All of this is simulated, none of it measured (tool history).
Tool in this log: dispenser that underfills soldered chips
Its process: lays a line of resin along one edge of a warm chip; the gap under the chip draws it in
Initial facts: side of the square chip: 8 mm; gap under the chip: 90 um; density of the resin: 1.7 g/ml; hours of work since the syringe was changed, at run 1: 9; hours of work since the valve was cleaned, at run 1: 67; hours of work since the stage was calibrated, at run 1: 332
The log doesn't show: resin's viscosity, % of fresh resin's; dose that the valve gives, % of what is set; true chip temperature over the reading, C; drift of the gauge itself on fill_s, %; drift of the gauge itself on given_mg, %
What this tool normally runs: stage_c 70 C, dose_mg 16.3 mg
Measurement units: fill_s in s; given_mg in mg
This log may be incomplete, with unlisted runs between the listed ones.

run	hour	stage_c	dose_mg	hours of work since the syringe was changed	hours of work since the valve was cleaned	hours of work since the stage was calibrated	fill_s	given_mg
1	0.0	70	16.3	9	67	332	111.2	15.64
# hour 2.6: new syringe of resin
2	14.6	70	16.3	7	76	341	100.9	15.63
# hour 19.9: new syringe of resin
3	29.9	70	16.3	6	85	350	93.0	15.42
# hour 35.8: dispensing valve cleaned and set on the balance
# hour 38.4: new syringe of resin
4	39.0	70	16.3	0	2	355	62.9	16.29
5	53.1	70	14.3	9	10	363	115.4	14.25
# hour 55.5: new syringe of resin
6	62.0	71	16.3	4	16	369	78.9	16.19
# hour 72.7: new syringe of resin
7	78.7	71	16.3	4	26	379	77.5	16.13
# hour 89.9: new syringe of resin
8	94.2	71	16.3	3	35	388	74.9	16.01
9	101.4	71	16.3	7	40	393	97.9	15.90
# hour 107.4: new syringe of resin
10	112.9	71	16.3	3	47	400	77.1	15.80
11	122.6	79	14.5	9	52	405	85.6	14.07
# hour 125.2: new syringe of resin
12	137.1	56	20.4	7	61	414	179.9	19.52
# hour 143.0: new syringe of resin
13	148.3	63	16.3	3	68	421	102.4	15.69
# hour 159.7: new syringe of resin
14	163.9	63	16.3	3	77	430	103.1	15.63
15	175.5	60	14.2	10	84	437	186.4	13.62
# hour 176.5: new syringe of resin
# hour 182.2: dispensing valve cleaned and set on the balance
16	186.7	70	15.0	6	3	444	95.4	15.08
# hour 192.4: stage's temperature calibrated
# hour 195.2: new syringe of resin
17	200.0	70	15.0	3	10	5	72.7	14.76
# hour 212.1: new syringe of resin
18	214.3	58	15.8	1	19	13	104.8	15.59

Entry by entry between the runs, the difference in hidden state between the last listed run before and the first listed run after:
Runs 1 to 2: new syringe of resin (hour 2.6)
  resin's viscosity, % of fresh resin's: 179.3 -> 157; dose that the valve gives, % of what is set: 96.05 -> 95.54; true chip temperature over the reading, C: -1.61 -> -1.66
  difference, measured minus the result without the unlogged condition, fill_s: +53.4 -> +40.9 s; given_mg: -0.64 -> -0.73 mg
Runs 2 to 3: new syringe of resin (hour 19.9)
  resin's viscosity, % of fresh resin's: 157 -> 146.1; dose that the valve gives, % of what is set: 95.54 -> 95.01; true chip temperature over the reading, C: -1.66 -> -1.71
  difference, measured minus the result without the unlogged condition, fill_s: +40.9 -> +33.8 s; given_mg: -0.73 -> -0.81 mg
Runs 3 to 4: dispensing valve cleaned and set on the balance (hour 35.8); new syringe of resin (hour 38.4)
  resin's viscosity, % of fresh resin's: 146.1 -> 101.3; dose that the valve gives, % of what is set: 95.01 -> 99.96; true chip temperature over the reading, C: -1.71 -> -1.73
  difference, measured minus the result without the unlogged condition, fill_s: +33.8 -> +4.8 s; given_mg: -0.81 -> +0.00 mg
Runs 5 to 6: new syringe of resin (hour 55.5)
  resin's viscosity, % of fresh resin's: 175.8 -> 129.7; dose that the valve gives, % of what is set: 99.44 -> 99.15; true chip temperature over the reading, C: -1.77 -> -1.8
  difference, measured minus the result without the unlogged condition, fill_s: +54.4 -> +22.2 s; given_mg: -0.08 -> -0.14 mg
Runs 6 to 7: new syringe of resin (hour 72.7)
  resin's viscosity, % of fresh resin's: 129.7 -> 127.9; dose that the valve gives, % of what is set: 99.15 -> 98.63; true chip temperature over the reading, C: -1.8 -> -1.85
  difference, measured minus the result without the unlogged condition, fill_s: +22.2 -> +21.2 s; given_mg: -0.14 -> -0.22 mg
Runs 7 to 8: new syringe of resin (hour 89.9)
  resin's viscosity, % of fresh resin's: 127.9 -> 120.7; dose that the valve gives, % of what is set: 98.63 -> 98.11; true chip temperature over the reading, C: -1.85 -> -1.9
  difference, measured minus the result without the unlogged condition, fill_s: +21.2 -> +17.3 s; given_mg: -0.22 -> -0.31 mg
Runs 9 to 10: new syringe of resin (hour 107.4)
  resin's viscosity, % of fresh resin's: 160.3 -> 124.1; dose that the valve gives, % of what is set: 97.87 -> 97.53; true chip temperature over the reading, C: -1.92 -> -1.96
  difference, measured minus the result without the unlogged condition, fill_s: +41.3 -> +19.5 s; given_mg: -0.35 -> -0.40 mg
Runs 11 to 12: new syringe of resin (hour 125.2)
  resin's viscosity, % of fresh resin's: 181.4 -> 157.9; dose that the valve gives, % of what is set: 97.19 -> 96.74; true chip temperature over the reading, C: -1.99 -> -2.03
  difference, measured minus the result without the unlogged condition, fill_s: +41.9 -> +75.4 s; given_mg: -0.41 -> -0.66 mg
Runs 12 to 13: new syringe of resin (hour 143.0)
  resin's viscosity, % of fresh resin's: 157.9 -> 122.6; dose that the valve gives, % of what is set: 96.74 -> 96.39; true chip temperature over the reading, C: -2.03 -> -2.07
  difference, measured minus the result without the unlogged condition, fill_s: +75.4 -> +26.0 s; given_mg: -0.66 -> -0.59 mg
Runs 13 to 14: new syringe of resin (hour 159.7)
  resin's viscosity, % of fresh resin's: 122.6 -> 119; dose that the valve gives, % of what is set: 96.39 -> 95.9; true chip temperature over the reading, C: -2.07 -> -2.11
  difference, measured minus the result without the unlogged condition, fill_s: +26.0 -> +24.0 s; given_mg: -0.59 -> -0.67 mg
Runs 15 to 16: new syringe of resin (hour 176.5); dispensing valve cleaned and set on the balance (hour 182.2)
  resin's viscosity, % of fresh resin's: 187.3 -> 144.9; dose that the valve gives, % of what is set: 95.52 -> 100.11; true chip temperature over the reading, C: -2.15 -> -2.18
  difference, measured minus the result without the unlogged condition, fill_s: +96.2 -> +34.9 s; given_mg: -0.63 -> +0.02 mg
Runs 16 to 17: stage's temperature calibrated (hour 192.4); new syringe of resin (hour 195.2)
  resin's viscosity, % of fresh resin's: 144.9 -> 121.6; dose that the valve gives, % of what is set: 100.11 -> 99.71; true chip temperature over the reading, C: -2.18 -> 0.05
  difference, measured minus the result without the unlogged condition, fill_s: +34.9 -> +12.8 s; given_mg: +0.02 -> -0.04 mg
Runs 17 to 18: new syringe of resin (hour 212.1)
  resin's viscosity, % of fresh resin's: 121.6 -> 109.9; dose that the valve gives, % of what is set: 99.71 -> 99.25; true chip temperature over the reading, C: 0.05 -> 0.01
  difference, measured minus the result without the unlogged condition, fill_s: +12.8 -> +9.4 s; given_mg: -0.04 -> -0.12 mg

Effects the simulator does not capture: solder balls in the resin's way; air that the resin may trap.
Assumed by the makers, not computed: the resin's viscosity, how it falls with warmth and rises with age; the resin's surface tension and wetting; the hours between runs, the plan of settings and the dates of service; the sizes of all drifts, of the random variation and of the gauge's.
